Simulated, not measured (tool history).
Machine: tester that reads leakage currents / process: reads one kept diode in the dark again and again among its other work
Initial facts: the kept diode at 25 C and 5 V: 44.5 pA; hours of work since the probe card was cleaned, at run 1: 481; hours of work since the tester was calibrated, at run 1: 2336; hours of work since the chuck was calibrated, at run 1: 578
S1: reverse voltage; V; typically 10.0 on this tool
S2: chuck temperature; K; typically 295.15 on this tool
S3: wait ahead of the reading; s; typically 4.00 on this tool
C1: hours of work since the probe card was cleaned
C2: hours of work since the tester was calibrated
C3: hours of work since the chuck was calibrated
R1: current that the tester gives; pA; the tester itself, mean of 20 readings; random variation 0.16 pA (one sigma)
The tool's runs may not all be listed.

run 1 hour=0.0 | S1=10.0 S2=295.15 S3=4.00 | C1=481 C2=2336 C3=578 | R1=50.34
run 2 hour=68.2 | S1=10.0 S2=295.15 S3=4.00 | C1=523 C2=2378 C3=619 | R1=50.56
run 3 hour=145.2 | S1=10.0 S2=295.15 S3=4.00 | C1=569 C2=2425 C3=666 | R1=50.30
run 4 hour=205.5 | S1=10.0 S2=295.15 S3=4.00 | C1=606 C2=2461 C3=703 | R1=50.13
run 5 hour=257.9 | S1=10.0 S2=295.15 S3=4.00 | C1=638 C2=2493 C3=734 | R1=50.54
run 6 hour=308.0 | S1=10.0 S2=295.15 S3=4.00 | C1=668 C2=2524 C3=765 | R1=49.96
run 7 hour=403.7 | S1=10.0 S2=295.15 S3=4.00 | C1=727 C2=2582 C3=823 | R1=50.09
run 8 hour=486.6 | S1=10.0 S2=295.15 S3=1.31 | C1=777 C2=2632 C3=873 | R1=52.37
run 9 hour=565.8 | S1=10.0 S2=295.15 S3=4.00 | C1=825 C2=2680 C3=922 | R1=50.30
run 10 hour=668.2 | S1=10.0 S2=295.15 S3=4.00 | C1=887 C2=2743 C3=984 | R1=50.51
run 11 hour=755.6 | S1=10.0 S2=295.15 S3=4.00 | C1=940 C2=2796 C3=1037 | R1=50.16
run 12 hour=851.9 | S1=10.0 S2=295.15 S3=4.00 | C1=999 C2=2854 C3=1095 | R1=50.33
run 13 hour=927.3 | S1=10.0 S2=295.15 S3=4.00 | C1=1045 C2=2900 C3=1141 | R1=50.11
run 14 hour=1002.9 | S1=10.0 S2=295.15 S3=4.00 | C1=1091 C2=2946 C3=1187 | R1=50.29
run 15 hour=1074.8 | S1=10.0 S2=295.15 S3=4.00 | C1=1135 C2=2990 C3=1231 | R1=50.12
run 16 hour=1123.6 | S1=10.0 S2=295.15 S3=4.00 | C1=1164 C2=3020 C3=1261 | R1=50.34
run 17 hour=1229.5 | S1=10.0 S2=295.15 S3=4.00 | C1=1229 C2=3084 C3=1325 | R1=50.33
run 18 hour=1335.7 | S1=10.0 S2=295.15 S3=4.00 | C1=1293 C2=3149 C3=1390 | R1=50.27
run 19 hour=1425.3 | S1=10.0 S2=295.15 S3=4.00 | C1=1348 C2=3203 C3=1444 | R1=50.41
run 20 hour=1493.5 | S1=10.0 S2=295.15 S3=4.00 | C1=1389 C2=3245 C3=1486 | R1=50.20
run 21 hour=1580.6 | S1=3.1 S2=295.15 S3=4.00 | C1=1442 C2=3297 C3=1539 | R1=28.73
run 22 hour=1652.5 | S1=3.1 S2=295.15 S3=4.00 | C1=1486 C2=3341 C3=1582 | R1=28.61
run 23 hour=1757.3 | S1=12.9 S2=331.15 S3=0.59 | C1=1550 C2=3405 C3=1646 | R1=642.15
run 24 hour=1835.2 | S1=11.0 S2=302.15 S3=1.54 | C1=1597 C2=3452 C3=1693 | R1=89.33
run 25 hour=1898.5 | S1=10.3 S2=319.15 S3=0.40 | C1=1635 C2=3491 C3=1732 | R1=279.50
-- hour=1948.9 chuck's temperature calibrated
run 26 hour=1974.4 | S1=19.8 S2=295.15 S3=6.38 | C1=1680 C2=3536 C3=16 | R1=69.77
run 27 hour=2055.8 | S1=18.4 S2=333.15 S3=8.55 | C1=1730 C2=3585 C3=65 | R1=847.89
run 28 hour=2142.4 | S1=18.4 S2=326.15 S3=8.76 | C1=1782 C2=3638 C3=118 | R1=553.83
run 29 hour=2219.7 | S1=18.4 S2=326.15 S3=8.76 | C1=1829 C2=3685 C3=165 | R1=552.30

Forecast run 30:
run 30 hour=2294.2 | S1=18.4 S2=319.15 S3=8.76 | C1=1875 C2=3730 C3=210 | R1=?

R1: 355.76 pA
With the hidden condition absent and the run-to-run variation left alone, this run would have shown R1 355.67 pA.
